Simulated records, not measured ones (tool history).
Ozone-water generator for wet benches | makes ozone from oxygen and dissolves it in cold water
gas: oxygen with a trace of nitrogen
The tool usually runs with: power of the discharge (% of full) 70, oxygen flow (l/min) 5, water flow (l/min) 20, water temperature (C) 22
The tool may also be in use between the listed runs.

run     day  power of the discharge (% of full)  oxygen flow (l/min)  water flow (l/min)  water temperature (C)  dissolved ozone (ppm)  ozone in the gas ahead of the water (g/m3)
  1       0                                  70                    5                  20                     22                   13.6                                       153.8
  2   0.933                                  70                    5                  20                     22                   13.5                                       152.6
  3   1.908                                  70                    5                  20                     22                   13.7                                       153.9
  4   2.508                                  70                 3.11                  20                     22                   13.9                                       207.8
  5   3.767                                  70                 3.86                  20                     22                     14                                       180.4
  6   5.004                                  70                 3.86                  20                     22                   13.7                                         181
  7   6.388                                  70                 3.63                  20                     22                   13.9                                         187
  8   7.338                                  70                    5                  20                     22                   13.3                                       153.8
  9   8.483                                  70                    5                  20                     22                   13.6                                         152
 10   9.483                                  70                    5                  20                     22                   13.6                                       151.6
 11  10.867                                  70                    5                  20                     22                   13.7                                       151.3
 12  12.183                                  70                 6.99                  20                     19                   13.6                                       122.5
 13  13.308                                  70                    5                  13                     20                   19.6                                       151.4

Run 14 has not been measured yet. What should we expect?
 14  14.042                                  70                  4.8                  26                     22                      ?                                           ?

{"run 14": {"dissolved ozone (ppm)": 11, "ozone in the gas ahead of the water (g/m3)": 154.8}}
Minus the tool's unlogged condition, the same run would have read dissolved ozone (ppm) 11, ozone in the gas ahead of the water (g/m3) 157.3.

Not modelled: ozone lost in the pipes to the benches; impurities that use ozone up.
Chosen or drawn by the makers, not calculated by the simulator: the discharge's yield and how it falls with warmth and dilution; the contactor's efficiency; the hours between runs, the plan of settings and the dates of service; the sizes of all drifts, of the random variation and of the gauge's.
